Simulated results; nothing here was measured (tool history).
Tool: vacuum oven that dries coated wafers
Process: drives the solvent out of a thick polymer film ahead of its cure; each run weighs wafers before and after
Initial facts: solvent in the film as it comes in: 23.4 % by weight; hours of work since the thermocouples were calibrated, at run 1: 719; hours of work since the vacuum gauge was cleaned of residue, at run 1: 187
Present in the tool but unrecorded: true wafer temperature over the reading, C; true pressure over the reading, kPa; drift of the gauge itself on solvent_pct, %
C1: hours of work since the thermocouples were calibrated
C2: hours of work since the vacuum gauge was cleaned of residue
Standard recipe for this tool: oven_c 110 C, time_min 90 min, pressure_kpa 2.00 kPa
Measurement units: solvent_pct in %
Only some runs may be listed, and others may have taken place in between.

{"run": 1, "day": 0.0, "oven_c": 110, "time_min": 90, "pressure_kpa": 2.0, "C1": 719, "C2": 187, "solvent_pct": 4.35}
{"run": 2, "day": 0.762, "oven_c": 110, "time_min": 90, "pressure_kpa": 2.0, "C1": 732, "C2": 200, "solvent_pct": 4.42}
{"run": 3, "day": 1.238, "oven_c": 116, "time_min": 90, "pressure_kpa": 2.0, "C1": 740, "C2": 208, "solvent_pct": 3.15}
{"run": 4, "day": 2.021, "oven_c": 110, "time_min": 90, "pressure_kpa": 2.0, "C1": 753, "C2": 221, "solvent_pct": 4.47}
{"run": 5, "day": 2.404, "oven_c": 110, "time_min": 90, "pressure_kpa": 2.0, "C1": 759, "C2": 228, "solvent_pct": 4.45}
{"run": 6, "day": 3.229, "oven_c": 110, "time_min": 90, "pressure_kpa": 2.0, "C1": 773, "C2": 242, "solvent_pct": 4.39}
{"run": 7, "day": 4.104, "oven_c": 110, "time_min": 134, "pressure_kpa": 2.0, "C1": 788, "C2": 256, "solvent_pct": 2.66}
{"run": 8, "day": 4.567, "oven_c": 110, "time_min": 134, "pressure_kpa": 2.0, "C1": 795, "C2": 264, "solvent_pct": 2.65}
{"run": 9, "day": 4.962, "oven_c": 110, "time_min": 55, "pressure_kpa": 2.0, "C1": 802, "C2": 271, "solvent_pct": 7.43}
{"run": 10, "day": 5.8, "oven_c": 110, "time_min": 90, "pressure_kpa": 1.41, "C1": 816, "C2": 285, "solvent_pct": 4.14}
{"run": 11, "day": 6.512, "oven_c": 110, "time_min": 90, "pressure_kpa": 1.41, "C1": 828, "C2": 297, "solvent_pct": 4.17}
{"run": 12, "day": 6.933, "oven_c": 110, "time_min": 90, "pressure_kpa": 2.0, "C1": 835, "C2": 304, "solvent_pct": 4.47}
{"run": 13, "day": 7.6, "oven_c": 110, "time_min": 90, "pressure_kpa": 2.0, "C1": 847, "C2": 315, "solvent_pct": 4.43}
{"run": 14, "day": 8.238, "oven_c": 110, "time_min": 90, "pressure_kpa": 2.0, "C1": 857, "C2": 326, "solvent_pct": 4.48}
{"run": 15, "day": 8.983, "oven_c": 110, "time_min": 90, "pressure_kpa": 2.0, "C1": 870, "C2": 338, "solvent_pct": 4.47}
{"day": 9.204, "done": "oven's thermocouples calibrated"}
{"run": 16, "day": 9.571, "oven_c": 110, "time_min": 135, "pressure_kpa": 2.0, "C1": 6, "C2": 347, "solvent_pct": 2.6}
{"run": 17, "day": 10.312, "oven_c": 110, "time_min": 90, "pressure_kpa": 2.0, "C1": 19, "C2": 359, "solvent_pct": 4.31}
{"run": 18, "day": 11.067, "oven_c": 111, "time_min": 90, "pressure_kpa": 2.0, "C1": 31, "C2": 372, "solvent_pct": 4.15}
{"run": 19, "day": 11.871, "oven_c": 105, "time_min": 90, "pressure_kpa": 2.0, "C1": 45, "C2": 385, "solvent_pct": 5.58}
{"run": 20, "day": 12.604, "oven_c": 110, "time_min": 90, "pressure_kpa": 2.0, "C1": 57, "C2": 398, "solvent_pct": 4.36}
{"run": 21, "day": 12.967, "oven_c": 110, "time_min": 90, "pressure_kpa": 2.0, "C1": 63, "C2": 404, "solvent_pct": 4.35}
{"run": 22, "day": 13.396, "oven_c": 110, "time_min": 90, "pressure_kpa": 2.0, "C1": 70, "C2": 411, "solvent_pct": 4.35}
{"run": 23, "day": 13.892, "oven_c": 110, "time_min": 90, "pressure_kpa": 2.0, "C1": 79, "C2": 419, "solvent_pct": 4.34}
{"run": 24, "day": 14.308, "oven_c": 110, "time_min": 90, "pressure_kpa": 2.0, "C1": 86, "C2": 426, "solvent_pct": 4.3}
{"run": 25, "day": 14.708, "oven_c": 110, "time_min": 70, "pressure_kpa": 1.7, "C1": 93, "C2": 433, "solvent_pct": 5.66}
{"run": 26, "day": 15.5, "oven_c": 110, "time_min": 90, "pressure_kpa": 2.62, "C1": 106, "C2": 447, "solvent_pct": 4.71}
{"run": 27, "day": 16.067, "oven_c": 115, "time_min": 63, "pressure_kpa": 2.12, "C1": 115, "C2": 456, "solvent_pct": 5.27}
{"run": 28, "day": 16.521, "oven_c": 115, "time_min": 63, "pressure_kpa": 2.12, "C1": 123, "C2": 464, "solvent_pct": 5.29}
{"run": 29, "day": 16.875, "oven_c": 110, "time_min": 58, "pressure_kpa": 2.81, "C1": 129, "C2": 470, "solvent_pct": 7.44}
{"run": 30, "day": 17.708, "oven_c": 108, "time_min": 90, "pressure_kpa": 2.0, "C1": 143, "C2": 484, "solvent_pct": 4.86}
{"run": 31, "day": 18.371, "oven_c": 108, "time_min": 90, "pressure_kpa": 2.0, "C1": 154, "C2": 495, "solvent_pct": 4.84}

Predict the results of run 32:
{"run": 32, "day": 19.242, "oven_c": 100, "time_min": 144, "pressure_kpa": 4.33, "C1": 169, "C2": 509, "solvent_pct": "?"}

solvent_pct: 6.25 %
If the tool had no hidden condition, the same run with the same run-to-run variation would have returned solvent_pct 6.16 %.
